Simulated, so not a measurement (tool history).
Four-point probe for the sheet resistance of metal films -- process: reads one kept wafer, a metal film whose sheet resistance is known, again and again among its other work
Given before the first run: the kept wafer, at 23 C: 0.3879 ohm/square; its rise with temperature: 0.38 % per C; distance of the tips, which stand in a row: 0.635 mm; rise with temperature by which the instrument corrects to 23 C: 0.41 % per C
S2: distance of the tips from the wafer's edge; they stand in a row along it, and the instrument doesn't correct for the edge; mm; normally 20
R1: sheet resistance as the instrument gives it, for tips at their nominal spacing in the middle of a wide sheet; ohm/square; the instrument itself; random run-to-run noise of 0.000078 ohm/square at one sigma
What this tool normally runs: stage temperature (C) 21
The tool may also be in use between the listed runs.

Run 1, hour 0.0: usual settings. Result: R1 0.389028 ohm/square.
Run 2, hour 26.6: usual settings. Result: R1 0.389003 ohm/square.
Run 3, hour 73.6: usual settings but stage temperature (C) 19. Result: R1 0.389235 ohm/square.
Run 4, hour 105.1: usual settings but stage temperature (C) 19. Result: R1 0.389401 ohm/square.
Run 5, hour 150.9: usual settings but stage temperature (C) 19. Result: R1 0.389217 ohm/square.
Run 6, hour 203.2: usual settings. Result: R1 0.388976 ohm/square.
Run 7, hour 229.7: usual settings. Result: R1 0.389052 ohm/square.
Run 8, hour 287.2: usual settings. Result: R1 0.389155 ohm/square.
Run 9, hour 327.8: usual settings. Result: R1 0.389056 ohm/square.
Run 10, hour 353.6: usual settings. Result: R1 0.389145 ohm/square.
Run 11, hour 386.2: usual settings. Result: R1 0.389124 ohm/square.
Run 12, hour 417.7: usual settings. Result: R1 0.389029 ohm/square.
Run 13, hour 453.1: usual settings but stage temperature (C) 22. Result: R1 0.388978 ohm/square.
Run 14, hour 493.0: usual settings but stage temperature (C) 22. Result: R1 0.389073 ohm/square.
Run 15, hour 545.9: usual settings but stage temperature (C) 22. Result: R1 0.389086 ohm/square.
Run 16, hour 595.9: usual settings but stage temperature (C) 25, S2 8 mm. Result: R1 0.389852 ohm/square.
Run 17, hour 621.7: usual settings but stage temperature (C) 25, S2 8 mm. Result: R1 0.389638 ohm/square.
Run 18, hour 655.9: usual settings but stage temperature (C) 30, S2 22 mm. Result: R1 0.388011 ohm/square.

Run 19 is up next; what results do you expect?
Run 19, hour 703.5: usual settings but stage temperature (C) 20, S2 10 mm. Result: R1 ?.

Run 19 measured R1 0.390024 ohm/square.
Minus the tool's unlogged condition, the same run would have read R1 0.389141 ohm/square.
